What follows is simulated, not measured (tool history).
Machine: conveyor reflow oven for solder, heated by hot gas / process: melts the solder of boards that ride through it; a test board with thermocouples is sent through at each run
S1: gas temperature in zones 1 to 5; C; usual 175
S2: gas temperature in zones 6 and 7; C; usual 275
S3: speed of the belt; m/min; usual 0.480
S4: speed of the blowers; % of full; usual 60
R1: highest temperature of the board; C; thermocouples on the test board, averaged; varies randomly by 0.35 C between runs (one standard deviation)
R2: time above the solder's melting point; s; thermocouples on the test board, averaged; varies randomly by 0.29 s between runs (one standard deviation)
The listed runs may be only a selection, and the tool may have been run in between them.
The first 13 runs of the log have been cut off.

run   hour   S1   S2     S3  S4     R1    R2
 14  152.0  175  275  0.480  54  251.8  54.7
 15  159.6  175  275  0.480  54  252.1  54.5
 16  169.7  175  275  0.480  54  252.1  54.4
 17  178.6  182  265  0.395  66  253.5  73.5
 18  186.8  175  275  0.472  80  257.8  61.3
 19  196.3  168  281  0.384  54  263.6  76.9
 20  211.3  168  277  0.444  50  253.9  58.0
 21  222.4  168  277  0.504  89  258.5  54.9
 22  236.8  168  277  0.504  89  258.5  55.0
 23  244.9  175  275  0.480  52  251.6  54.0
 24  257.3  175  289  0.480  53  263.1  61.8
     268.4  -- thermocouples of zones 6 and 7 changed
 25  274.2  175  289  0.480  53  263.0  62.0
 26  290.9  175  289  0.480  53  263.5  62.0
 27  303.9  185  287  0.548  73  263.8  58.0
 28  318.3  174  287  0.512  73  264.0  58.1
 29  329.3  166  278  0.380  63  263.1  76.6
 30  343.4  175  274  0.480  82  257.9  59.2
 31  357.1  175  275  0.403  68  261.3  74.0

Here are 3 independent what-if runs from the current tool condition. What would each one return?
     367.2  -- flux residue cleaned out of gas plates and filters
  A  371.9  185  272  0.446  60   ?   ?
     367.2  -- flux residue cleaned out of gas plates and filters
  B  371.9  162  275  0.381  68   ?   ?
     367.2  -- flux residue cleaned out of gas plates and filters
  C  371.9  185  271  0.480  60   ?   ?

run     R1    R2
  A  255.5  67.2
  B  261.3  73.3
  C  253.4  59.7
Stripped of hidden state, with their random variation kept, the same runs would have yielded:
run     R1    R2
  A  255.5  67.2
  B  261.3  73.2
  C  253.4  59.7
